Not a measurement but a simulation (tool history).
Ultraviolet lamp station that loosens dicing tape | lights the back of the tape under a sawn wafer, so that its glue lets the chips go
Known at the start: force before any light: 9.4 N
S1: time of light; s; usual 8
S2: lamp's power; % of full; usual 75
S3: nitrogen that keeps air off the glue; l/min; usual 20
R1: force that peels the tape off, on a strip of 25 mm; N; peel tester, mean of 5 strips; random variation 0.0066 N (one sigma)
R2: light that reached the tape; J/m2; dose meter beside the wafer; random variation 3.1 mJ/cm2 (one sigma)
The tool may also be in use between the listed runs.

Run 1, hour 0: usual settings. Result: R1 0.618 N, R2 3200 J/m2.
At hour 11.4: window cleaned of glue's vapour.
Run 2, hour 60.7: usual settings. Result: R1 0.532 N, R2 3440 J/m2.
Run 3, hour 125.1: usual settings. Result: R1 0.61 N, R2 3200 J/m2.
Run 4, hour 193.9: usual settings but S2 88 % of full. Result: R1 0.463 N, R2 3560 J/m2.
Run 5, hour 230.6: usual settings but S2 88 % of full. Result: R1 0.524 N, R2 3450 J/m2.
Run 6, hour 276.6: usual settings but S2 88 % of full. Result: R1 0.603 N, R2 3270 J/m2.
At hour 306.1: window cleaned of glue's vapour.
Run 7, hour 347.7: usual settings but S2 88 % of full. Result: R1 0.509 N, R2 3480 J/m2.
Run 8, hour 426.2: usual settings but S2 88 % of full. Result: R1 0.635 N, R2 3220 J/m2.
At hour 486.2: lamp changed.
Run 9, hour 491.8: usual settings but S2 88 % of full. Result: R1 0.162 N, R2 5120 J/m2.
Run 10, hour 537.2: usual settings but S2 88 % of full. Result: R1 0.191 N, R2 4920 J/m2.
Run 11, hour 576.5: usual settings. Result: R1 0.315 N, R2 4060 J/m2.
At hour 599.2: window cleaned of glue's vapour.
Run 12, hour 613.8: usual settings. Result: R1 0.243 N, R2 4450 J/m2.
Run 13, hour 676.3: usual settings. Result: R1 0.288 N, R2 4210 J/m2.
Run 14, hour 714.3: usual settings but S3 18 l/min. Result: R1 0.36 N, R2 4120 J/m2.
Run 15, hour 791.6: usual settings but S3 18 l/min. Result: R1 0.426 N, R2 3870 J/m2.
Run 16, hour 840.4: usual settings but S1 14 s. Result: R1 0.101 N, R2 6410 J/m2.
At hour 892.9: window cleaned of glue's vapour.
Run 17, hour 896: usual settings but S1 14 s. Result: R1 0.097 N, R2 6890 J/m2.
Run 18, hour 959.3: usual settings. Result: R1 0.415 N, R2 3710 J/m2.
Run 19, hour 1019.2: usual settings. Result: R1 0.484 N, R2 3560 J/m2.
Run 20, hour 1069.9: usual settings but S2 78 % of full. Result: R1 0.489 N, R2 3520 J/m2.
Run 21, hour 1138.5: usual settings but S3 14 l/min. Result: R1 0.97 N, R2 3180 J/m2.

Forecast run 22:
At hour 1182: window cleaned of glue's vapour.
Run 22, hour 1207.3: usual settings but S3 14 l/min. Result: R1 ?, R2 ?.

Run 22 gave R1 0.819 N, R2 3310 J/m2.
Without the tool's hidden state the same run would have given R1 0.331 N, R2 4720 J/m2.
